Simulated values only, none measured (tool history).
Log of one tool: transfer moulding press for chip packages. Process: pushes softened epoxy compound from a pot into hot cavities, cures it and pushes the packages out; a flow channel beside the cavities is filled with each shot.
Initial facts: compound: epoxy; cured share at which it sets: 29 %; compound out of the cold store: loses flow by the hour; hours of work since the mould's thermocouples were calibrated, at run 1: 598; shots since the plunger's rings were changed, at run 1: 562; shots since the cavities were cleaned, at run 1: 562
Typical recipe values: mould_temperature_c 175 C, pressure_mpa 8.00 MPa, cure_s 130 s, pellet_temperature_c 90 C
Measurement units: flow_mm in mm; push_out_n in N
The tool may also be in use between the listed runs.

run,hour,mould_temperature_c,pressure_mpa,cure_s,pellet_temperature_c,hours of work since the mould's thermocouples were calibrated,shots since the plunger's rings were changed,shots since the cavities were cleaned,incoming compound's hours out of the cold store,flow_mm,push_out_n
1,0.0,175,8.00,130,90,598,562,562,9.5,659,401
2,18.0,175,8.00,130,90,607,675,675,25.6,593,384
3,36.4,175,8.00,130,90,615,791,791,35.8,557,384
4,61.8,175,8.00,130,90,626,950,950,40.5,540,399
5,88.2,175,9.18,130,90,638,1116,1116,15.3,681,427
# hour 95.8: cavities cleaned with cleaning compound and waxed
6,121.1,175,9.18,130,90,652,1313,159,34.0,598,313
7,149.5,175,9.18,130,90,665,1491,337,11.4,692,362
8,180.5,175,8.18,130,86,679,1686,532,32.9,567,368
9,212.3,175,8.00,147,96,693,1885,731,29.9,573,379
10,248.2,175,8.00,114,90,709,2111,957,20.5,606,488
# hour 282.9: cavities cleaned with cleaning compound and waxed
11,286.3,181,8.00,112,90,726,2340,21,33.4,544,235
12,306.8,175,6.95,124,90,735,2469,150,21.8,558,320
13,340.6,175,6.95,124,90,750,2681,362,14.1,587,370
14,374.8,176,6.95,168,93,765,2896,577,45.6,473,322

Predict each of these 5 candidate next runs independently; none follows another, all start after run 14:
# hour 395.8: mould's thermocouples calibrated
A,403.9,179,8.96,131,90,4,3066,747,36.1,?,?
# hour 395.8: mould's thermocouples calibrated
B,403.9,171,8.94,168,85,4,3066,747,15.2,?,?
# hour 395.8: mould's thermocouples calibrated
C,403.9,170,6.56,130,98,4,3066,747,23.8,?,?
# hour 395.8: mould's thermocouples calibrated
D,403.9,176,6.95,112,86,4,3066,747,43.9,?,?
# hour 395.8: mould's thermocouples calibrated
E,403.9,175,8.00,130,83,4,3066,747,37.8,?,?

run,flow_mm,push_out_n
A,568,361
B,670,387
C,539,534
D,481,469
E,536,414
What these runs would have given with no unlogged condition in the tool:
run,flow_mm,push_out_n
A,590,226
B,695,244
C,560,336
D,499,294
E,556,261

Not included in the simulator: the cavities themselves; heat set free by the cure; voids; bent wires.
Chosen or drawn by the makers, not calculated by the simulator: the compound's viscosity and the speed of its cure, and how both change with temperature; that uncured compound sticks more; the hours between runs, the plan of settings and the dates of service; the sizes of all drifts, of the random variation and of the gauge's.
